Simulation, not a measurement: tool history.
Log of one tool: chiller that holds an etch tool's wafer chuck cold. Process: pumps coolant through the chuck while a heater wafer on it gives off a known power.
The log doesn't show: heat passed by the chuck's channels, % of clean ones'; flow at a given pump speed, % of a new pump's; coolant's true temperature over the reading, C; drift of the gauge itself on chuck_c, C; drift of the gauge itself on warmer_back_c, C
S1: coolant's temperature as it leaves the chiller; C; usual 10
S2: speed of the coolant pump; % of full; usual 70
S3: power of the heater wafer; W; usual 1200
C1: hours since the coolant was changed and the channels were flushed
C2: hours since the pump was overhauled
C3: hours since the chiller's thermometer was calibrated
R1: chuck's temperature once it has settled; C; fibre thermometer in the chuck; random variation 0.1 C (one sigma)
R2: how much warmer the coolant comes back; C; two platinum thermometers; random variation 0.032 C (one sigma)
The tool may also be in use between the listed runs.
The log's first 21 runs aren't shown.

run 22 day=24.300 | S1=11 S2=71 S3=1643 | C1=3092 C2=728 C3=3144 | R1=22.2 R2=4.38
run 23 day=24.946 | S1=4 S2=71 S3=1643 | C1=3107 C2=744 C3=3159 | R1=15.2 R2=4.40
-- day=26.442 gauge calibrated
run 24 day=26.442 | S1=18 S2=77 S3=1700 | C1=3143 C2=780 C3=3195 | R1=28.6 R2=4.31
run 25 day=27.583 | S1=18 S2=77 S3=1700 | C1=3171 C2=807 C3=3222 | R1=28.7 R2=4.25
run 26 day=28.650 | S1=18 S2=77 S3=1700 | C1=3196 C2=833 C3=3248 | R1=28.6 R2=4.26
run 27 day=30.046 | S1=18 S2=77 S3=1700 | C1=3230 C2=866 C3=3282 | R1=28.6 R2=4.24
run 28 day=31.654 | S1=18 S2=77 S3=1700 | C1=3268 C2=905 C3=3320 | R1=28.7 R2=4.26
run 29 day=32.321 | S1=8 S2=77 S3=1700 | C1=3284 C2=921 C3=3336 | R1=18.6 R2=4.24
run 30 day=33.233 | S1=10 S2=70 S3=742 | C1=3306 C2=943 C3=3358 | R1=15.2 R2=2.01
run 31 day=34.412 | S1=10 S2=70 S3=742 | C1=3335 C2=971 C3=3386 | R1=15.0 R2=2.01

5 ways to go on from here, each from the tool as it stands after run 31. What would each give?
run A day=35.992 | S1=17 S2=70 S3=1438 | C1=3373 C2=1009 C3=3424 | R1=? R2=?
run B day=35.992 | S1=15 S2=64 S3=768 | C1=3373 C2=1009 C3=3424 | R1=? R2=?
run C day=35.992 | S1=8 S2=81 S3=709 | C1=3373 C2=1009 C3=3424 | R1=? R2=?
run D day=35.992 | S1=5 S2=70 S3=914 | C1=3373 C2=1009 C3=3424 | R1=? R2=?
run E day=35.992 | S1=10 S2=76 S3=1409 | C1=3373 C2=1009 C3=3424 | R1=? R2=?

run=A R1=26.9 R2=3.94
run=B R1=20.6 R2=2.30
run=C R1=12.2 R2=1.61
run=D R1=11.5 R2=2.48
run=E R1=18.8 R2=3.54
Without the tool's hidden state the same runs would have given:
run=A R1=26.9 R2=3.99
run=B R1=20.6 R2=2.36
run=C R1=12.2 R2=1.67
run=D R1=11.5 R2=2.54
run=E R1=18.8 R2=3.60

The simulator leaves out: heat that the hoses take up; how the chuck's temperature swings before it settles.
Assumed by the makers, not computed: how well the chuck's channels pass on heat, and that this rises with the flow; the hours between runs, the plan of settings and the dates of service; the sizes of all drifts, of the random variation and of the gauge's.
